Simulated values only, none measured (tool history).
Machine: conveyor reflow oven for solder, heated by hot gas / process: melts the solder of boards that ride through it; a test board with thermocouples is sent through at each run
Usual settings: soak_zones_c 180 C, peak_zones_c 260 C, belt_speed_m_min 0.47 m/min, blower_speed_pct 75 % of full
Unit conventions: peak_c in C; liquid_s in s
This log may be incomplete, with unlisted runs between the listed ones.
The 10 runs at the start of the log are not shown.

run    hour  soak_zones_c  peak_zones_c  belt_speed_m_min  blower_speed_pct  hours of work since the flux was cleaned out  hours of work since the belt drive was overhauled  hours of work since the thermocouples were changed  peak_c  liquid_s
 11   328.8           180           262              0.47                75                                           486                                                789                                                 335   254.6      84.2
      341.8  -- flux residue cleaned out of gas plates and filters
 12   380.6           180           262              0.47                75                                            30                                                825                                                 372   254.6      84.4
 13   428.3           180           262              0.47                75                                            68                                                863                                                 409   254.5      84.8
 14   461.4           180           260              0.47                75                                            93                                                888                                                 435   252.4        83
 15   500.1           180           273              0.47                75                                           124                                                919                                                 465     265      91.3
 16   527.1           180           273             0.396                75                                           145                                                940                                                 486   267.9     111.3
 17   559.6           193           267              0.48                57                                           170                                                965                                                 512   257.5      90.8
 18   580.8           190           260             0.412                75                                           187                                                982                                                 528   255.6       104
 19     612           190           260             0.412                75                                           211                                               1006                                                 553   255.6     104.4
 20   639.4           166           257             0.537                84                                           233                                               1028                                                 574     247      61.4
 21   679.2           166           257             0.537                84                                           264                                               1059                                                 605   246.9      61.5
 22   709.8           166           256             0.454                84                                           288                                               1083                                                 629   249.4      78.4
 23   739.5           168           256             0.454                66                                           311                                               1106                                                 652   247.1      74.3
 24     782           180           267             0.446                75                                           344                                               1139                                                 685   260.1      93.7
 25   827.4           175           254              0.47                73                                           380                                               1175                                                 721   246.4      74.7
 26   851.3           178           251             0.559                69                                           398                                               1193                                                 740   239.5      54.8
 27   874.9           181           251             0.452                69                                           417                                               1212                                                 758     244      79.2
 28   913.2           176           273             0.429                61                                           447                                               1242                                                 788     264      97.7
 29     956           180           260             0.523                75                                           480                                               1275                                                 821   250.8      72.1
        977  -- flux residue cleaned out of gas plates and filters
 30  1007.1           175           275             0.556                75                                            24                                               1311                                                 857   261.8      72.7
 31  1046.4           182           251             0.527                75                                            54                                               1342                                                 888   242.5      65.3
 32  1085.7           182           251             0.527                75                                            85                                               1373                                                 919   242.4      64.9

What if the next run were any one of these 3? Each begins from the tool's condition after run 32:
  A  1133.8           165           251             0.445                75                                           123                                               1410                                                 956       ?         ?
  B  1133.8           182           271             0.542                68                                           123                                               1410                                                 956       ?         ?
  C  1133.8           188           270              0.47                60                                           123                                               1410                                                 956       ?         ?

run  peak_c  liquid_s
  A     244      72.7
  B   258.7      75.1
  C   260.5      91.9
Had the tool no hidden state, the same runs would have come out as:
run  peak_c  liquid_s
  A   243.9      72.6
  B   258.6        75
  C   260.4      91.8
